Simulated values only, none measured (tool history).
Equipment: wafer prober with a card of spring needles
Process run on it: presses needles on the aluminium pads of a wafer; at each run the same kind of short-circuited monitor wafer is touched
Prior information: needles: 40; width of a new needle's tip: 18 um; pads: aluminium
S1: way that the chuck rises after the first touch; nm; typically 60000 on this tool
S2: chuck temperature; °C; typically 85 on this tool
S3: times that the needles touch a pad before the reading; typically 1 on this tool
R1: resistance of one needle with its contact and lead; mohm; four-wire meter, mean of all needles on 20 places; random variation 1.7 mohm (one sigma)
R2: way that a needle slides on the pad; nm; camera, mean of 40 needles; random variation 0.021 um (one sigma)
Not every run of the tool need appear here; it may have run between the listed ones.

run	hour	S1	S2	S3	R1	R2
1	0.0	60000	85	1	175	9920
# hour 6.7: tips cleaned on abrasive film
# hour 10.2: height of the first contact set anew
# hour 24.7: tips cleaned on abrasive film
# hour 43.1: tips cleaned on abrasive film
2	47.2	60000	85	1	177	9910
# hour 58.6: tips cleaned on abrasive film
# hour 73.7: tips cleaned on abrasive film
# hour 91.4: tips cleaned on abrasive film
3	105.8	60000	85	1	174	9940
# hour 109.6: tips cleaned on abrasive film
# hour 127.9: tips cleaned on abrasive film
4	135.5	60000	85	1	178	9920
# hour 146.0: tips cleaned on abrasive film
# hour 146.3: height of the first contact set anew
# hour 164.6: tips cleaned on abrasive film
5	165.4	60000	85	1	180	9920
# hour 182.6: tips cleaned on abrasive film
# hour 199.9: tips cleaned on abrasive film
6	211.7	60000	85	1	175	9930
# hour 217.8: tips cleaned on abrasive film
# hour 235.3: tips cleaned on abrasive film
7	246.4	60000	55	1	168	9970
# hour 253.9: tips cleaned on abrasive film
# hour 270.1: tips cleaned on abrasive film
# hour 284.3: height of the first contact set anew
# hour 287.6: tips cleaned on abrasive film
8	301.2	60000	85	1	178	9910
# hour 305.1: tips cleaned on abrasive film
# hour 323.6: tips cleaned on abrasive film
# hour 340.9: tips cleaned on abrasive film
9	353.5	60000	86	1	176	9940
# hour 357.3: tips cleaned on abrasive film
# hour 375.1: tips cleaned on abrasive film
10	383.1	60000	86	1	176	10000
# hour 390.7: tips cleaned on abrasive film
# hour 409.3: tips cleaned on abrasive film
# hour 420.8: height of the first contact set anew
# hour 428.0: tips cleaned on abrasive film
11	442.7	60000	86	1	177	9960
# hour 446.5: tips cleaned on abrasive film
# hour 464.0: tips cleaned on abrasive film
# hour 481.3: tips cleaned on abrasive film
12	481.8	60000	85	1	175	9960
# hour 496.6: tips cleaned on abrasive film
# hour 514.4: tips cleaned on abrasive film
13	515.7	43000	85	1	188	7170
# hour 530.9: tips cleaned on abrasive film
# hour 546.0: tips cleaned on abrasive film
14	554.7	43000	85	1	188	7140
# hour 558.7: height of the first contact set anew
# hour 561.5: tips cleaned on abrasive film
# hour 578.7: tips cleaned on abrasive film
# hour 593.9: tips cleaned on abrasive film
15	601.3	68000	32	1	163	11280
# hour 612.4: tips cleaned on abrasive film
# hour 631.3: tips cleaned on abrasive film
# hour 647.2: tips cleaned on abrasive film
16	647.2	77000	43	2	164	12830
# hour 664.6: tips cleaned on abrasive film
# hour 682.1: tips cleaned on abrasive film
# hour 696.9: height of the first contact set anew
# hour 697.5: tips cleaned on abrasive film
17	697.5	40000	93	1	192	6630
# hour 715.1: tips cleaned on abrasive film
# hour 731.1: tips cleaned on abrasive film
18	745.3	40000	93	1	194	6640
# hour 749.2: tips cleaned on abrasive film
# hour 766.5: tips cleaned on abrasive film
19	780.5	49000	73	1	179	8150
# hour 783.7: tips cleaned on abrasive film
# hour 801.2: tips cleaned on abrasive film
20	815.6	52000	124	2	186	8660
# hour 819.5: tips cleaned on abrasive film
# hour 834.6: tips cleaned on abrasive film
# hour 834.9: height of the first contact set anew
# hour 852.9: tips cleaned on abrasive film
21	863.5	77000	99	1	174	12850
# hour 870.9: tips cleaned on abrasive film
# hour 889.0: tips cleaned on abrasive film
# hour 906.6: tips cleaned on abrasive film
22	919.2	43000	97	2	191	7150
# hour 923.0: tips cleaned on abrasive film
# hour 941.9: tips cleaned on abrasive film
# hour 959.5: tips cleaned on abrasive film
# hour 973.5: height of the first contact set anew
# hour 976.9: tips cleaned on abrasive film
23	979.2	43000	97	2	189	7190
# hour 994.3: tips cleaned on abrasive film
# hour 1013.2: tips cleaned on abrasive film
24	1019.8	56000	45	1	168	9360
# hour 1030.7: tips cleaned on abrasive film
# hour 1048.2: tips cleaned on abrasive film
# hour 1063.4: tips cleaned on abrasive film
25	1069.4	51000	111	2	188	8500
# hour 1079.7: tips cleaned on abrasive film
# hour 1097.6: tips cleaned on abrasive film
# hour 1109.1: height of the first contact set anew
# hour 1113.0: tips cleaned on abrasive film
26	1118.8	50000	101	2	186	8350
# hour 1129.2: tips cleaned on abrasive film
# hour 1147.0: tips cleaned on abrasive film
27	1153.8	52000	110	1	187	8690
# hour 1164.1: tips cleaned on abrasive film
# hour 1181.7: tips cleaned on abrasive film
28	1193.1	52000	110	1	187	8640

How would selected steps in R2 from run to run divide? Give the signed amount a tool lacking its hidden state would still show from settings, what came in and random variation, and the signed amount left for the hidden state, including any gauge scatter that is not in both of the compared results.
What the log doesn't record here: debris on the tips, nm; way that the needles fall short of the set height, um; tips' diameter, um; drift of the gauge itself on contact_mohm, %; drift of the gauge itself on scrub_um, %.
Run 16 -> 17: S1 77000 -> 40000, S2 43 -> 93, S3 2 -> 1, tips cleaned on abrasive film, tips cleaned on abrasive film, height of the first contact set anew, tips cleaned on abrasive film. R2 -6200 nm: hidden state -40, all else -6160.
Run 20 -> 21: S1 52000 -> 77000, S2 124 -> 99, S3 2 -> 1, tips cleaned on abrasive film, tips cleaned on abrasive film, height of the first contact set anew, tips cleaned on abrasive film. R2 +4190 nm: hidden state +50, all else +4140.
Run 21 -> 22: S1 77000 -> 43000, S2 99 -> 97, S3 1 -> 2, tips cleaned on abrasive film, tips cleaned on abrasive film, tips cleaned on abrasive film. R2 -5700 nm: hidden state -50, all else -5650.
